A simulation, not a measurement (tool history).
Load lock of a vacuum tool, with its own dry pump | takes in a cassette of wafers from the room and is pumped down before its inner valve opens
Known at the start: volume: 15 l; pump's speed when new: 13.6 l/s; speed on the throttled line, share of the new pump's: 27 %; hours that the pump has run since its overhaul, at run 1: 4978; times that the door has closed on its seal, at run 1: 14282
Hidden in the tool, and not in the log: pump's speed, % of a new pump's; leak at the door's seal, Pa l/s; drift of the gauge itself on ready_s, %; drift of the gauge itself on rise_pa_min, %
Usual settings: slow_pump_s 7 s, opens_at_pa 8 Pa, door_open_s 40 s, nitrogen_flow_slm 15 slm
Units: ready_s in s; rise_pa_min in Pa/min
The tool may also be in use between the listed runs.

| run | hour | slow_pump_s | opens_at_pa | door_open_s | nitrogen_flow_slm | hours that the pump has run since its overhaul | times that the door has closed on its seal | incoming humidity of the room's air, % | ready_s | rise_pa_min |
|---|---|---|---|---|---|---|---|---|---|---|
| 1 | 0.0 | 7 | 8 | 40 | 15 | 4978 | 14282 | 46.2 | 16.26 | 0.062 |
| 2 | 198.4 | 7 | 8 | 190 | 15 | 5176 | 14678 | 45.5 | 16.18 | 0.086 |
| 3 | 445.2 | 7 | 8 | 40 | 15 | 5423 | 15172 | 47.3 | 16.07 | 0.067 |
| 4 | 658.6 | 7 | 8 | 40 | 15 | 5636 | 15598 | 44.3 | 16.28 | 0.066 |
| 5 | 850.7 | 7 | 8 | 40 | 15 | 5828 | 15982 | 47.3 | 16.25 | 0.068 |
| 6 | 1002.9 | 7 | 8 | 40 | 24 | 5981 | 16287 | 39.9 | 16.28 | 0.056 |
| 7 | 1161.4 | 7 | 8 | 40 | 24 | 6139 | 16604 | 41.8 | 16.36 | 0.060 |
| 8 | 1299.4 | 7 | 8 | 40 | 24 | 6277 | 16879 | 50.2 | 16.25 | 0.065 |
| 9 | 1558.3 | 7 | 8 | 40 | 24 | 6536 | 17397 | 44.6 | 16.25 | 0.060 |
| 10 | 1755.3 | 7 | 8 | 40 | 24 | 6733 | 17791 | 46.3 | 16.18 | 0.065 |
| 11 | 1863.1 | 7 | 8 | 40 | 24 | 6841 | 18006 | 45.0 | 16.36 | 0.063 |
| 12 | 2110.6 | 7 | 8 | 40 | 24 | 7088 | 18501 | 43.0 | 16.33 | 0.069 |
| 13 | 2219.1 | 7 | 9 | 40 | 15 | 7197 | 18718 | 47.0 | 16.18 | 0.078 |
| 14 | 2346.5 | 7 | 8 | 40 | 15 | 7324 | 18973 | 41.1 | 16.55 | 0.068 |
| 15 | 2549.8 | 7 | 8 | 40 | 15 | 7527 | 19379 | 44.8 | 16.39 | 0.077 |
| 16 | 2663.3 | 7 | 8 | 40 | 29 | 7641 | 19606 | 40.8 | 16.46 | 0.059 |
| 17 | 2890.9 | 7 | 8 | 40 | 29 | 7869 | 20061 | 44.7 | 16.41 | 0.061 |
| 18 | 3009.2 | 6 | 14 | 40 | 15 | 7987 | 20298 | 46.8 | 15.10 | 0.081 |
| 19 | 3158.8 | 6 | 14 | 40 | 15 | 8136 | 20597 | 44.0 | 15.03 | 0.075 |
| 20 | 3298.9 | 13 | 8 | 40 | 9 | 8277 | 20877 | 43.9 | 20.84 | 0.085 |
| 21 | 3451.8 | 13 | 8 | 40 | 9 | 8429 | 21183 | 44.9 | 20.72 | 0.084 |
| 22 | 3631.7 | 13 | 8 | 40 | 9 | 8609 | 21542 | 46.3 | 20.82 | 0.085 |
| 23 | 3827.9 | 13 | 8 | 40 | 9 | 8806 | 21934 | 47.9 | 20.89 | 0.082 |

The next listed run, before its measurement:
| 24 | 3962.3 | 7 | 11 | 164 | 15 | 8940 | 22203 | 41.9 | ? | ? |

{"run 24": {"ready_s": 16.22, "rise_pa_min": 0.099}}
Without the tool's hidden state the same run would have given ready_s 15.27 s, rise_pa_min 0.056 Pa/min.
